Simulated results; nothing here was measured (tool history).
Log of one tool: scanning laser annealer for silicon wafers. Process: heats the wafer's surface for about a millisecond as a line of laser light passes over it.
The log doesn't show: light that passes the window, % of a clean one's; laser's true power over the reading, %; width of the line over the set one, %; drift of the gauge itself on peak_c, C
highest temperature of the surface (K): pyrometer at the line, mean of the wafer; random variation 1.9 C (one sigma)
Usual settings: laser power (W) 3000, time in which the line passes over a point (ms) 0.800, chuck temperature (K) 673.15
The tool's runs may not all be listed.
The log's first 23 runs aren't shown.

run	hour	laser power (W)	time in which the line passes over a point (ms)	chuck temperature (K)	hours of work since the window was cleaned	hours of work since the power meter was calibrated	hours of work since the optics were aligned	highest temperature of the surface (K)
# hour 163.9: laser's power meter calibrated
24	169.6	3000	0.800	636.15	306	3	170	1309.15
25	177.9	2632	0.912	636.15	310	7	175	1264.15
26	186.5	3168	0.568	686.15	315	12	179	1276.15
# hour 193.0: laser's power meter calibrated, once more
27	196.9	3216	0.584	667.15	318	2	183	1274.15
28	204.6	2899	0.955	639.15	322	6	187	1355.15
29	215.0	3182	0.783	665.15	328	11	192	1373.15
30	224.1	3182	0.969	646.15	333	16	197	1442.15
31	229.0	3182	0.969	646.15	335	19	200	1440.15
32	238.4	3182	0.969	646.15	340	24	205	1441.15
33	247.3	3000	0.931	648.15	344	28	209	1378.15
34	257.5	3000	0.931	689.15	350	33	214	1417.15
35	266.9	3000	0.931	689.15	355	38	219	1415.15
36	272.9	3052	0.591	653.15	358	41	222	1231.15
37	283.1	3000	0.973	678.15	363	47	228	1420.15
38	290.0	3000	0.737	652.15	367	50	231	1292.15
39	299.3	3186	0.592	684.15	371	55	236	1286.15
40	306.1	2764	0.635	673.15	375	59	240	1209.15

Forecast each of these 4 alternatives for the next run:
A	313.5	3002	0.772	685.15	379	62	243	?
B	313.5	3147	0.635	673.15	379	62	243	?
C	313.5	2564	0.797	711.15	379	62	243	?
D	313.5	2996	0.635	673.15	379	62	243	?

run	highest temperature of the surface (K)
A	1341.15
B	1289.15
C	1269.15
D	1261.15
Without the tool's hidden state the same runs would have given:
run	highest temperature of the surface (K)
A	1376.15
B	1322.15
C	1299.15
D	1292.15

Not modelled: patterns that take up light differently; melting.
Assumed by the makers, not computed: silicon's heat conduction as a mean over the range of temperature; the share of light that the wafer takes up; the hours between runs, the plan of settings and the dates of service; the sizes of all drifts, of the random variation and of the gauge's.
